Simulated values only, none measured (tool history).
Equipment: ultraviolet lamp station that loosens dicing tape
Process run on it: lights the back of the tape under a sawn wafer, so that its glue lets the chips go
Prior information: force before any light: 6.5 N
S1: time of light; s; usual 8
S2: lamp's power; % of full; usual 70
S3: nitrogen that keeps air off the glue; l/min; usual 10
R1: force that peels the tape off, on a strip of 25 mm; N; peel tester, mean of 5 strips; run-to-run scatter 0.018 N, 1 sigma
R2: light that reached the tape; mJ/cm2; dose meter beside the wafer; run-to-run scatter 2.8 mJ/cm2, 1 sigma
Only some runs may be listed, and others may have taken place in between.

run     day  S1  S2  S3     R1   R2
  1       0   8  70  10  0.863  398
  2   2.846   8  70  10  0.913  402
  3   5.325   8  81  10  0.659  463
  4   7.412   8  81  10  0.673  456
      9.712  -- window cleaned of glue's vapour
  5  10.567  13  70  10  0.341  647
  6  13.412  13  66  10  0.381  607
  7  15.088  13  66  10   0.39  611
  8  17.625  13  96   3  0.408  892
  9  19.575   4  70   6  2.763  198
 10  21.279   4  70   6  2.594  201
 11  22.746   8  70   6  1.177  394
 12  25.629   5  83  10  1.373  292
 13  28.075   5  83  10  1.508  290

What does the tool deliver on the next run?
     29.488  -- window cleaned of glue's vapour
 14  29.554   8  63  17   ?   ?

R1: 0.864 N
R2: 352 mJ/cm2
Without the tool's hidden state the same run would have given R1 0.862 N, R2 352 mJ/cm2.
